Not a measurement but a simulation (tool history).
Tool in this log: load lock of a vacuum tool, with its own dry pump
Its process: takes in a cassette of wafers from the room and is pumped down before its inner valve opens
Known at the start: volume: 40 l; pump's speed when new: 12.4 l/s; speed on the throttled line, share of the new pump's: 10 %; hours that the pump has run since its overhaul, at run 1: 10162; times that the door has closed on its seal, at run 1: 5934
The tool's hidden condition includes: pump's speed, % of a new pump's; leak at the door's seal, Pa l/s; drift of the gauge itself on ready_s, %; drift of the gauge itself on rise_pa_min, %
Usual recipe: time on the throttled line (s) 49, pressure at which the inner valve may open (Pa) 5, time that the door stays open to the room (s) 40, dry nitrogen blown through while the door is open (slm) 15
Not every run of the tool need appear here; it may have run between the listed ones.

run	hour	time on the throttled line (s)	pressure at which the inner valve may open (Pa)	time that the door stays open to the room (s)	dry nitrogen blown through while the door is open (slm)	hours that the pump has run since its overhaul	times that the door has closed on its seal	incoming humidity of the room's air, %	time from the closed door until the inner valve may open (s)	rise of the pressure with all valves shut (Pa/min)
1	0.0	49	5	40	15	10162	5934	46.2	77.0	0.045
2	283.6	49	5	40	15	10446	6753	45.1	76.9	0.048
3	531.0	49	5	40	15	10693	7469	44.2	76.3	0.044
4	805.3	49	5	40	15	10968	8261	42.0	76.8	0.043
5	1172.7	49	5	40	15	11335	9323	43.8	76.8	0.045
6	1555.6	49	5	40	15	11718	10429	44.2	76.6	0.044
7	1847.6	49	5	40	15	12010	11273	47.1	76.8	0.045
8	2063.0	49	5	40	15	12225	11895	45.7	77.0	0.045
9	2401.1	49	5	40	15	12564	12872	40.9	77.2	0.039
10	2679.6	49	5	40	15	12842	13677	44.3	76.8	0.047
11	2963.4	49	5	40	15	13126	14497	44.2	76.7	0.042
12	3164.6	49	5	40	15	13327	15078	41.6	76.6	0.040
13	3462.3	49	5	40	15	13625	15939	44.2	76.8	0.043
14	3688.2	35	5	40	15	13851	16591	45.9	64.0	0.049
15	3960.1	35	5	40	15	14123	17377	45.4	64.2	0.043
16	4336.1	35	5	40	15	14499	18464	45.3	63.9	0.044
17	4529.9	49	5	40	15	14692	19024	45.1	76.9	0.044
18	4728.2	49	5	40	15	14891	19597	44.3	76.8	0.042
19	5007.8	49	5	40	15	15170	20405	45.7	76.9	0.044
20	5293.4	49	5	40	15	15456	21230	44.4	76.7	0.051
# hour 5547.0: door's seal changed, seat wiped
21	5590.6	45	5	40	6	15752	126	44.1	73.2	0.054
22	5879.5	69	9	201	5	16041	961	47.6	92.1	0.152
23	6258.2	95	8	101	27	16419	2056	40.9	116.6	0.051
24	6459.0	95	8	122	10	16620	2636	46.1	116.4	0.096
25	6675.3	95	8	122	10	16836	3261	48.1	116.1	0.093
26	7004.7	95	9	107	10	17166	4213	43.9	115.8	0.088
27	7320.4	95	9	107	10	17481	5125	44.8	116.3	0.083
28	7565.2	71	5	40	15	17726	5832	42.3	96.1	0.042
29	7786.1	71	9	27	5	17947	6470	46.4	94.3	0.048
30	8089.7	71	9	27	5	18251	7348	45.5	94.2	0.050
31	8474.1	71	9	27	5	18635	8458	46.1	94.8	0.050
32	8808.2	71	9	27	5	18969	9424	43.5	94.4	0.046
33	9140.7	26	5	40	15	19302	10385	40.7	55.8	0.044
34	9514.6	26	5	40	8	19676	11465	45.8	55.7	0.060
35	9782.7	26	5	40	8	19944	12240	46.3	56.1	0.055
36	10144.4	49	5	40	26	20305	13285	46.2	76.3	0.037

How the hidden state differs across the entries between the runs, from the last listed run before each to the first after it:
Logged between run 20 and run 21: door's seal changed, seat wiped (hour 5547.0)
  leak at the door's seal, Pa l/s: 0.0032 -> 0.002

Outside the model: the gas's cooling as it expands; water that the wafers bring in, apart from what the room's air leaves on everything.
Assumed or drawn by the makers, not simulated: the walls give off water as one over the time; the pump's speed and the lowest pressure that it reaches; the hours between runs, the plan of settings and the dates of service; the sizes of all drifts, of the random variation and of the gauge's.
